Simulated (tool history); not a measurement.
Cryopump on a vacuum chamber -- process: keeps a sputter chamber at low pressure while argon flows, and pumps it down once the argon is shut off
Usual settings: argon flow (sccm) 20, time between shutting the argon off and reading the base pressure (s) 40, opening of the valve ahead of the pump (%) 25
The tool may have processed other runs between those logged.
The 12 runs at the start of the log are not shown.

run,hour,argon flow (sccm),time between shutting the argon off and reading the base pressure (s),opening of the valve ahead of the pump (%),hours of work since the pump was warmed up and emptied,hours of work since the cold head was overhauled,hours of work since the chamber's fittings were tightened,pressure while argon flows (Pa),pressure after the wait (uPa)
13,193.7,12,40,25,250,250,1438,0.0647,1.31
14,216.0,12,40,25,268,268,1455,0.0651,1.37
15,229.9,20,40,31,279,279,1467,0.0875,1.31
16,249.4,20,40,31,294,294,1482,0.0871,1.37
17,266.8,20,40,31,308,308,1496,0.0883,1.36
18,289.8,20,40,31,327,327,1515,0.0876,1.40
19,307.5,33,113,25,341,341,1529,0.1783,0.88
20,321.6,33,113,25,352,352,1540,0.1789,0.84
21,332.0,33,113,25,361,361,1548,0.1782,0.84
22,354.6,8,37,37,379,379,1567,0.0298,1.45
23,374.8,8,37,37,395,395,1583,0.0288,1.42
24,387.2,20,46,30,405,405,1593,0.0900,1.26
25,407.3,20,46,30,421,421,1609,0.0918,1.23
26,427.2,20,46,30,437,437,1625,0.0918,1.28
27,449.6,20,24,51,455,455,1643,0.0555,1.90
28,470.9,20,24,51,472,472,1660,0.0558,1.96
29,489.1,20,34,25,487,487,1674,0.1093,1.46
30,502.4,20,34,25,497,497,1685,0.1099,1.48
31,525.4,20,34,25,516,516,1703,0.1104,1.49
32,535.0,12,62,38,523,523,1711,0.0445,1.14
33,554.1,14,24,35,539,539,1727,0.0561,1.87
34,576.1,14,127,35,556,556,1744,0.0550,0.90
35,590.5,30,40,26,568,568,1756,0.1596,1.37

Each row is a separate what-if for the run after 35, all from the same tool condition, not one after another. Results?
A,613.0,12,40,16,586,586,1774,?,?
B,613.0,30,100,16,586,586,1774,?,?
C,613.0,23,40,29,586,586,1774,?,?

run,pressure while argon flows (Pa),pressure after the wait (uPa)
A,0.1023,1.41
B,0.2542,0.94
C,0.1092,1.44
With the hidden condition removed and each run's random variation left untouched, the same runs would have given:
run,pressure while argon flows (Pa),pressure after the wait (uPa)
A,0.0998,0.99
B,0.2479,0.52
C,0.1044,1.01
